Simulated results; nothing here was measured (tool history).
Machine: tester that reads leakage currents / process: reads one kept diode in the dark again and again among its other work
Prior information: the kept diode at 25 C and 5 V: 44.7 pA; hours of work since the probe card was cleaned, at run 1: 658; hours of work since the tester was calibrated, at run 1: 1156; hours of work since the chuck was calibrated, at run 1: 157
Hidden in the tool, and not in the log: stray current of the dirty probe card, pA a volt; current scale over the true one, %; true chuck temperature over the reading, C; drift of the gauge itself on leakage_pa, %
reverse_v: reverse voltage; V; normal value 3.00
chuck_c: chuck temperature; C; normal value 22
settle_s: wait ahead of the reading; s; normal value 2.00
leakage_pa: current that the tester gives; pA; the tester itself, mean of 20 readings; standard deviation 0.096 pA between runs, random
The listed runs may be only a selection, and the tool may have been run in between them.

run,hour,reverse_v,chuck_c,settle_s,hours of work since the probe card was cleaned,hours of work since the tester was calibrated,hours of work since the chuck was calibrated,leakage_pa
1,0.0,3.00,22,2.00,658,1156,157,30.17
2,125.0,3.00,22,2.00,735,1234,234,30.79
3,194.4,10.49,22,2.00,778,1277,277,66.50
4,272.5,10.49,22,2.00,827,1325,325,67.34
5,406.7,10.49,36,2.00,910,1408,408,165.13
6,517.9,10.49,36,2.00,979,1477,477,165.92
7,632.6,10.49,36,2.00,1049,1548,548,166.96
8,731.8,10.49,36,2.00,1111,1609,609,169.83
9,853.1,3.00,22,2.00,1186,1684,684,33.26
10,979.2,3.00,22,2.00,1264,1762,762,33.59
11,1069.0,3.00,22,2.00,1319,1818,818,34.09
12,1131.1,3.00,55,2.00,1358,1856,856,270.57
13,1279.8,3.00,55,2.00,1450,1948,948,272.22
14,1419.7,3.00,55,2.00,1536,2035,1035,273.52
15,1533.2,3.00,55,2.00,1607,2105,1105,276.33
16,1649.2,3.00,22,2.00,1678,2177,1177,36.15
17,1738.5,3.00,22,2.00,1734,2232,1232,36.52
18,1800.7,4.10,22,2.00,1772,2270,1271,44.98
19,1917.4,4.10,22,2.00,1844,2343,1343,45.52
20,1986.9,4.10,22,2.00,1887,2386,1386,46.00
21,2075.5,2.05,55,1.24,1942,2440,1441,227.14
22,2158.0,13.12,34,0.47,1993,2491,1492,201.48
23,2242.2,1.01,57,3.65,2045,2543,1544,174.75
# hour 2294.1: probe card cleaned and baked
24,2359.1,1.01,28,1.69,40,2614,1614,26.16
25,2502.1,13.98,22,2.00,129,2702,1703,75.83
26,2618.3,1.52,33,2.00,201,2774,1775,47.29
27,2750.1,6.37,36,2.00,282,2856,1856,130.34
28,2874.5,3.95,52,6.57,359,2933,1933,277.21
29,2967.2,3.00,23,2.00,416,2990,1990,35.49
30,3112.1,2.47,23,0.39,506,3080,2080,33.87
31,3241.4,3.16,48,0.39,586,3160,2160,196.66
32,3363.3,16.32,24,4.30,661,3235,2235,108.81
# hour 3450.9: chuck's temperature calibrated
33,3487.5,8.41,22,2.00,737,3311,23,57.33

Here are 3 independent what-if runs from the current tool condition. What would each one return?
A,3594.7,2.68,21,0.48,803,3377,89,?
B,3594.7,2.37,41,1.21,803,3377,89,?
C,3594.7,1.21,34,1.70,803,3377,89,?

run,leakage_pa
A,28.26
B,95.76
C,41.20
What these runs would have given with no unlogged condition in the tool:
run,leakage_pa
A,25.02
B,91.36
C,39.14

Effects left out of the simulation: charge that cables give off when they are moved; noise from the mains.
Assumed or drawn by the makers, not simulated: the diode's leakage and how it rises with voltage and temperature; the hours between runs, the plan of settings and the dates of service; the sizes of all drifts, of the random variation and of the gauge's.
